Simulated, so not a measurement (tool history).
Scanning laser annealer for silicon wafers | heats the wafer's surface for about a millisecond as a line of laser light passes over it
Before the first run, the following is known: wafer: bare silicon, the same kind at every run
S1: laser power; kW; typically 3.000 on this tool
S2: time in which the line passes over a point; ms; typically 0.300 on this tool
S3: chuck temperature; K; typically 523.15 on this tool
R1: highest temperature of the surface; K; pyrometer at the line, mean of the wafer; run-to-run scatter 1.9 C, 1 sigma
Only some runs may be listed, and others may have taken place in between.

run   hour     S1     S2      S3       R1
  1    0.0  3.000  0.300  523.15  1344.15
  2    9.1  3.000  0.300  523.15  1345.15
  3   18.0  3.000  0.300  508.15  1329.15
  4   31.4  3.000  0.300  508.15  1326.15
  5   43.6  3.000  0.300  508.15  1326.15
  6   54.4  3.000  0.300  519.15  1338.15
  7   60.2  3.000  0.300  523.15  1337.15
  8   68.7  3.000  0.300  523.15  1338.15
  9   82.5  3.000  0.300  523.15  1338.15
 10   96.5  3.000  0.364  523.15  1418.15
 11  104.4  2.828  0.219  521.15  1186.15
 12  115.6  2.828  0.219  485.15  1148.15
 13  124.2  2.828  0.219  485.15  1148.15
 14  130.9  3.201  0.219  512.15  1259.15
 15  142.6  3.020  0.212  527.15  1217.15
 16  149.9  3.020  0.212  527.15  1220.15
 17  162.0  3.143  0.250  552.15  1328.15
 18  170.3  3.000  0.300  508.15  1316.15
 19  178.7  3.000  0.313  485.15  1312.15
 20  188.7  3.000  0.300  555.15  1361.15

Each row is a separate what-if for the run after 20, all from the same tool condition, not one after another. Results?
  A  202.4  3.000  0.250  555.15   ?
  B  202.4  3.123  0.300  555.15   ?
  C  202.4  2.999  0.323  547.15   ?
  D  202.4  2.982  0.300  526.15   ?
  E  202.4  3.222  0.302  493.15   ?

run       R1
  A  1295.15
  B  1391.15
  C  1383.15
  D  1328.15
  E  1355.15
With no hidden state in the tool, these same runs would have given:
run       R1
  A  1327.15
  B  1427.15
  C  1418.15
  D  1362.15
  E  1392.15
